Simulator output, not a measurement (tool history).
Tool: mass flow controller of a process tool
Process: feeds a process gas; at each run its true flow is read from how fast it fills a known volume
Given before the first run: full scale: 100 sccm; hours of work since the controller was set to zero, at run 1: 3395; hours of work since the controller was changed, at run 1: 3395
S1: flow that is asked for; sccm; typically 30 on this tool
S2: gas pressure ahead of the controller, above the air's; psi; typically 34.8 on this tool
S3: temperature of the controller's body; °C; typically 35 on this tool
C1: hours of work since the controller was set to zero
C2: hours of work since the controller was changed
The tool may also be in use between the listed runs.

run 1 hour=0 | S1=30 S2=34.8 S3=35 | C1=3395 C2=3395 | true_flow_(%)=98.45
run 2 hour=99.2 | S1=30 S2=34.8 S3=35 | C1=3461 C2=3461 | true_flow_(%)=98.34
run 3 hour=254.9 | S1=30 S2=34.8 S3=35 | C1=3563 C2=3563 | true_flow_(%)=98.34
run 4 hour=443.1 | S1=18 S2=34.8 S3=35 | C1=3687 C2=3687 | true_flow_(%)=98.01
run 5 hour=605.9 | S1=18 S2=34.8 S3=35 | C1=3795 C2=3795 | true_flow_(%)=97.97
run 6 hour=693 | S1=98 S2=34.8 S3=35 | C1=3852 C2=3852 | true_flow_(%)=100.49
run 7 hour=825.8 | S1=30 S2=34.8 S3=35 | C1=3940 C2=3940 | true_flow_(%)=98.34
run 8 hour=1006.5 | S1=30 S2=34.8 S3=35 | C1=4059 C2=4059 | true_flow_(%)=98.43
run 9 hour=1197.8 | S1=30 S2=34.8 S3=35 | C1=4185 C2=4185 | true_flow_(%)=98.44
run 10 hour=1304.6 | S1=30 S2=34.8 S3=35 | C1=4255 C2=4255 | true_flow_(%)=98.43
run 11 hour=1427.4 | S1=30 S2=34.8 S3=35 | C1=4336 C2=4336 | true_flow_(%)=98.41
run 12 hour=1632.1 | S1=30 S2=34.8 S3=35 | C1=4471 C2=4471 | true_flow_(%)=98.44
-- hour=1677.1 controller's zero set anew
run 13 hour=1768.8 | S1=30 S2=34.8 S3=35 | C1=60 C2=4561 | true_flow_(%)=98.43
run 14 hour=1958.1 | S1=30 S2=34.8 S3=35 | C1=185 C2=4686 | true_flow_(%)=98.29
run 15 hour=2162.8 | S1=26 S2=34.8 S3=35 | C1=320 C2=4820 | true_flow_(%)=98.24
run 16 hour=2250.6 | S1=22 S2=34.8 S3=35 | C1=378 C2=4878 | true_flow_(%)=98.02
run 17 hour=2369.9 | S1=30 S2=34.8 S3=35 | C1=457 C2=4957 | true_flow_(%)=98.4
run 18 hour=2516.8 | S1=30 S2=34.8 S3=35 | C1=553 C2=5054 | true_flow_(%)=98.3
run 19 hour=2643.1 | S1=30 S2=34.8 S3=32 | C1=637 C2=5137 | true_flow_(%)=98.22
run 20 hour=2788 | S1=30 S2=34.8 S3=32 | C1=732 C2=5232 | true_flow_(%)=98.27
run 21 hour=2933.4 | S1=30 S2=34.8 S3=25 | C1=828 C2=5328 | true_flow_(%)=97.93
run 22 hour=3068.2 | S1=30 S2=29.6 S3=22 | C1=917 C2=5417 | true_flow_(%)=97.69
run 23 hour=3214.6 | S1=14 S2=34.8 S3=35 | C1=1013 C2=5514 | true_flow_(%)=97.75
run 24 hour=3369.4 | S1=14 S2=34.8 S3=35 | C1=1115 C2=5616 | true_flow_(%)=97.82
run 25 hour=3535.7 | S1=14 S2=34.8 S3=35 | C1=1225 C2=5725 | true_flow_(%)=97.89
run 26 hour=3691.4 | S1=14 S2=34.8 S3=35 | C1=1327 C2=5828 | true_flow_(%)=97.99
run 27 hour=3777.9 | S1=14 S2=28.4 S3=24 | C1=1384 C2=5885 | true_flow_(%)=97.15
run 28 hour=3964.8 | S1=14 S2=27 S3=37 | C1=1508 C2=6008 | true_flow_(%)=97.76
run 29 hour=4081.6 | S1=17 S2=31.2 S3=40 | C1=1585 C2=6085 | true_flow_(%)=98.08
run 30 hour=4293.5 | S1=17 S2=31.2 S3=40 | C1=1724 C2=6225 | true_flow_(%)=98
run 31 hour=4483.4 | S1=30 S2=36.3 S3=23 | C1=1849 C2=6350 | true_flow_(%)=97.86
run 32 hour=4693.4 | S1=20 S2=32.5 S3=21 | C1=1988 C2=6488 | true_flow_(%)=97.53
run 33 hour=4895.7 | S1=19 S2=36.3 S3=28 | C1=2121 C2=6621 | true_flow_(%)=97.82
run 34 hour=5006.8 | S1=55 S2=35.5 S3=28 | C1=2194 C2=6695 | true_flow_(%)=98.93
run 35 hour=5209.4 | S1=55 S2=35.5 S3=28 | C1=2328 C2=6828 | true_flow_(%)=98.9
run 36 hour=5387.6 | S1=41 S2=34.4 S3=20 | C1=2445 C2=6946 | true_flow_(%)=98.11
run 37 hour=5595.9 | S1=30 S2=20.6 S3=23 | C1=2583 C2=7083 | true_flow_(%)=97.49
run 38 hour=5748.7 | S1=30 S2=20.6 S3=23 | C1=2683 C2=7183 | true_flow_(%)=97.46

Each row is a separate what-if for the run after 38, all from the same tool condition, not one after another. Results?
run A hour=5956.3 | S1=45 S2=40 S3=27 | C1=2820 C2=7320 | true_flow_(%)=?
run B hour=5956.3 | S1=90 S2=20.6 S3=36 | C1=2820 C2=7320 | true_flow_(%)=?
run C hour=5956.3 | S1=70 S2=29 S3=35 | C1=2820 C2=7320 | true_flow_(%)=?
run D hour=5956.3 | S1=30 S2=20.6 S3=22 | C1=2820 C2=7320 | true_flow_(%)=?

run=A true_flow_(%)=98.7
run=B true_flow_(%)=99.96
run=C true_flow_(%)=99.57
run=D true_flow_(%)=97.41
Without the tool's unlogged condition, the same runs would have read:
run=A true_flow_(%)=98.71
run=B true_flow_(%)=99.97
run=C true_flow_(%)=99.59
run=D true_flow_(%)=97.42
